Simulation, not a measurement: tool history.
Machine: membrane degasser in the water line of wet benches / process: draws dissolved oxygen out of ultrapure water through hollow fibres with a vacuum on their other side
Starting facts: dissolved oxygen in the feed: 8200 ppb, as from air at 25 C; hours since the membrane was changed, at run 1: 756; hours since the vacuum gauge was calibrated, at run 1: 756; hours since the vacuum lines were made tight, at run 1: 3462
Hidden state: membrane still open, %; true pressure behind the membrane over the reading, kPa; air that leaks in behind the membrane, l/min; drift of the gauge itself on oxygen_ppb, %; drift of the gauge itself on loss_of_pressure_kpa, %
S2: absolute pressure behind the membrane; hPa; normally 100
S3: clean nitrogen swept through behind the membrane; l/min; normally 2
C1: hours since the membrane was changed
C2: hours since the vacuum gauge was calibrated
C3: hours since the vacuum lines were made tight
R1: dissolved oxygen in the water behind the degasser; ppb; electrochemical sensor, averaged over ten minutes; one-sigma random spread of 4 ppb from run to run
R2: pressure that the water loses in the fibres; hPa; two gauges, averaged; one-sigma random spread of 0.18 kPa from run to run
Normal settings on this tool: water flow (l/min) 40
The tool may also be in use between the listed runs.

run 1 hour=0 | water_flow_(l/min)=40 S2=100 S3=2 | C1=756 C2=756 C3=3462 | R1=401.4 R2=354.1
run 2 hour=36.4 | water_flow_(l/min)=40 S2=100 S3=2 | C1=792 C2=792 C3=3498 | R1=403.6 R2=350.8
run 3 hour=71.2 | water_flow_(l/min)=40 S2=100 S3=2 | C1=827 C2=827 C3=3533 | R1=408.2 R2=349.8
run 4 hour=103.2 | water_flow_(l/min)=40 S2=100 S3=2 | C1=859 C2=859 C3=3565 | R1=406 R2=355.4
run 5 hour=140.1 | water_flow_(l/min)=40 S2=100 S3=2 | C1=896 C2=896 C3=3602 | R1=410.2 R2=353.4
run 6 hour=162.3 | water_flow_(l/min)=40 S2=100 S3=2 | C1=918 C2=918 C3=3624 | R1=403.2 R2=356.5
run 7 hour=204.9 | water_flow_(l/min)=40 S2=100 S3=2 | C1=961 C2=961 C3=3666 | R1=405.7 R2=355.6
run 8 hour=246.4 | water_flow_(l/min)=40 S2=100 S3=2 | C1=1002 C2=1002 C3=3708 | R1=408.7 R2=352.1
run 9 hour=292.2 | water_flow_(l/min)=40 S2=100 S3=2 | C1=1048 C2=1048 C3=3754 | R1=411.5 R2=353.9
run 10 hour=334.9 | water_flow_(l/min)=40 S2=100 S3=2 | C1=1091 C2=1091 C3=3796 | R1=405.4 R2=352.8
run 11 hour=375.4 | water_flow_(l/min)=40 S2=100 S3=2 | C1=1131 C2=1131 C3=3837 | R1=401.5 R2=355.5
run 12 hour=404.8 | water_flow_(l/min)=40 S2=100 S3=2 | C1=1161 C2=1161 C3=3866 | R1=402.1 R2=356
run 13 hour=445.7 | water_flow_(l/min)=40 S2=151 S3=2 | C1=1202 C2=1202 C3=3907 | R1=607 R2=353.1
run 14 hour=464.7 | water_flow_(l/min)=40 S2=151 S3=1.36 | C1=1221 C2=1221 C3=3926 | R1=794.9 R2=356.6
run 15 hour=483.4 | water_flow_(l/min)=27 S2=151 S3=1.36 | C1=1239 C2=1239 C3=3945 | R1=561.1 R2=238.1
run 16 hour=501.9 | water_flow_(l/min)=27 S2=151 S3=4.39 | C1=1258 C2=1258 C3=3963 | R1=233.8 R2=240.7
run 17 hour=528.6 | water_flow_(l/min)=44 S2=71 S3=5.71 | C1=1285 C2=1285 C3=3990 | R1=210.2 R2=392.2
run 18 hour=568 | water_flow_(l/min)=49 S2=217 S3=0.97 | C1=1324 C2=1324 C3=4030 | R1=1639.1 R2=432.8

Run 19, settings as shown, results not yet in. Your forecast:
run 19 hour=588.6 | water_flow_(l/min)=31 S2=109 S3=0.97 | C1=1345 C2=1345 C3=4050 | R1=? R2=?

R1: 562.9 ppb
R2: 279.2 hPa
Minus the tool's unlogged condition, the same run would have read R1 551.3 ppb, R2 274.7 hPa.

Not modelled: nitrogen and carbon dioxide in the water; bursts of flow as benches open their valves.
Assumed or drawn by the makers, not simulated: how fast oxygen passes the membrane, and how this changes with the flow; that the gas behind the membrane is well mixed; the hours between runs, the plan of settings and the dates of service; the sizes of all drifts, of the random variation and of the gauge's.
